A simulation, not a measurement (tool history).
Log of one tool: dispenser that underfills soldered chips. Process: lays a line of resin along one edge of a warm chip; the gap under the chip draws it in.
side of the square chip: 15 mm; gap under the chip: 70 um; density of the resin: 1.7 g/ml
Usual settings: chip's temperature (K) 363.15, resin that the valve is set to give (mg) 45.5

run   hour  chip's temperature (K)  resin that the valve is set to give (mg)  time until the resin shows at the far edge (s)  resin that the valve gave (mg)
  1    0.0                  363.15                                      45.5                                           106.3                           44.22
  2    5.8                  363.15                                      45.5                                           130.4                           44.45
  3   11.5                  363.15                                      45.5                                           168.7                           43.76
      14.4  -- new syringe of resin
  4   15.3                  363.15                                      45.5                                           106.3                           44.40
  5   21.5                  363.15                                      45.5                                           137.6                           44.03
  6   27.6                  363.15                                      45.5                                           173.4                           44.40
      30.0  -- new syringe of resin
  7   31.0                  363.15                                      45.5                                           105.3                           44.04
  8   34.9                  363.15                                      44.8                                           123.8                           43.36
  9   39.2                  363.15                                      45.5                                           146.0                           43.71
 10   42.1                  363.15                                      45.5                                           160.7                           43.61
      45.5  -- new syringe of resin
 11   45.6                  363.15                                      45.5                                           104.1                           44.09
 12   50.5                  363.15                                      50.7                                           126.1                           48.80
 13   54.0                  363.15                                      50.7                                           142.6                           48.56
 14   56.9                  363.15                                      50.7                                           161.7                           48.63
 15   60.1                  363.15                                      45.5                                           182.4                           43.72
      61.1  -- new syringe of resin
 16   65.4                  359.15                                      45.5                                           151.9                           43.41
 17   71.9                  366.15                                      45.5                                           138.5                           43.65
      77.0  -- new syringe of resin
 18   78.6                  366.15                                      45.5                                            95.9                           43.94
 19   82.5                  366.15                                      45.5                                           110.0                           43.97
 20   87.4                  366.15                                      45.5                                           130.9                           43.55
 21   91.0                  366.15                                      45.5                                           153.8                           43.44
      92.8  -- new syringe of resin
 22   94.3                  363.15                                      49.2                                           110.6                           47.06
 23   97.5                  356.15                                      57.8                                           177.2                           55.06
 24  100.3                  351.15                                      40.6                                           260.6                           38.58
     103.6  -- dispensing valve cleaned and set on the balance
 25  106.8                  375.15                                      52.4                                           100.5                           52.26
     109.7  -- new syringe of resin
 26  113.2                  371.15                                      51.3                                            83.8                           51.05
 27  119.6                  371.15                                      51.3                                           104.1                           51.31
     125.4  -- new syringe of resin
 28  125.4                  362.15                                      53.7                                           108.4                           53.42
 29  131.0                  362.15                                      53.7                                           139.1                           53.25
 30  136.4                  362.15                                      53.7                                           166.6                           53.10
     141.4  -- new syringe of resin
 31  142.4                  362.15                                      53.7                                           114.2                           53.22
 32  145.7                  356.15                                      43.7                                           176.8                           43.14
 33  150.2                  374.15                                      40.7                                            92.4                           40.10
 34  153.9                  357.15                                      41.0                                           234.7                           40.45
     157.5  -- new syringe of resin
 35  158.2                  361.15                                      57.6                                           118.9                           56.86
 36  163.1                  354.15                                      49.4                                           199.3                           48.94

3 ways to go on from here, each from the tool as it stands after run 36. What would each give?
  A  166.0                  360.15                                      59.0                                               ?                               ?
  B  166.0                  368.15                                      58.7                                               ?                               ?
  C  166.0                  370.15                                      51.5                                               ?                               ?

run  time until the resin shows at the far edge (s)  resin that the valve gave (mg)
  A                                           166.9                           58.03
  B                                           115.0                           57.67
  C                                           105.3                           50.79
Without the tool's hidden state the same runs would have given:
run  time until the resin shows at the far edge (s)  resin that the valve gave (mg)
  A                                           115.2                           58.84
  B                                            79.5                           58.47
  C                                            72.7                           51.50
